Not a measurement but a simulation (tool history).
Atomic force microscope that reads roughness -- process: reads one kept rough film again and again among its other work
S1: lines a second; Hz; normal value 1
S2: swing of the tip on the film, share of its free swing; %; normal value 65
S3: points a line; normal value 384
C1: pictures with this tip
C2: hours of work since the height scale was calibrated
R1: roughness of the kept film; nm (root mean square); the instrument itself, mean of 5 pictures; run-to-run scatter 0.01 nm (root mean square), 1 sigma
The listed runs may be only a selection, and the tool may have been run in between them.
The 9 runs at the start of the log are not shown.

run 10 day=7.521 | S1=3.57 S2=65 S3=384 | C1=150 C2=101 | R1=2.432
run 11 day=8.542 | S1=1 S2=65 S3=384 | C1=176 C2=113 | R1=2.495
run 12 day=9.062 | S1=1 S2=65 S3=384 | C1=190 C2=119 | R1=2.477
run 13 day=9.679 | S1=1 S2=65 S3=384 | C1=206 C2=126 | R1=2.482
run 14 day=10.208 | S1=1 S2=65 S3=384 | C1=219 C2=132 | R1=2.458
run 15 day=11.1 | S1=1 S2=65 S3=384 | C1=242 C2=142 | R1=2.46
run 16 day=11.875 | S1=1 S2=65 S3=384 | C1=262 C2=150 | R1=2.438
run 17 day=12.4 | S1=1 S2=65 S3=384 | C1=276 C2=156 | R1=2.415
-- day=13.158 new tip fitted
run 18 day=13.533 | S1=1 S2=65 S3=384 | C1=10 C2=169 | R1=2.618
run 19 day=14.046 | S1=1 S2=65 S3=384 | C1=23 C2=175 | R1=2.607
run 20 day=14.65 | S1=1 S2=65 S3=384 | C1=39 C2=182 | R1=2.594
run 21 day=15.396 | S1=1 S2=65 S3=384 | C1=58 C2=190 | R1=2.565
run 22 day=15.967 | S1=1.01 S2=76 S3=357 | C1=73 C2=196 | R1=2.539
run 23 day=16.608 | S1=1.01 S2=76 S3=357 | C1=90 C2=204 | R1=2.516
run 24 day=17.508 | S1=1 S2=57 S3=303 | C1=113 C2=214 | R1=2.544
run 25 day=18.35 | S1=1 S2=57 S3=303 | C1=135 C2=223 | R1=2.55

The next listed run, before its measurement:
run 26 day=19.275 | S1=1 S2=57 S3=303 | C1=159 C2=234 | R1=?

Run 26 gave R1 2.507 nm (root mean square).
If the tool had no hidden condition, the same run with the same run-to-run variation would have returned R1 2.63 nm (root mean square).

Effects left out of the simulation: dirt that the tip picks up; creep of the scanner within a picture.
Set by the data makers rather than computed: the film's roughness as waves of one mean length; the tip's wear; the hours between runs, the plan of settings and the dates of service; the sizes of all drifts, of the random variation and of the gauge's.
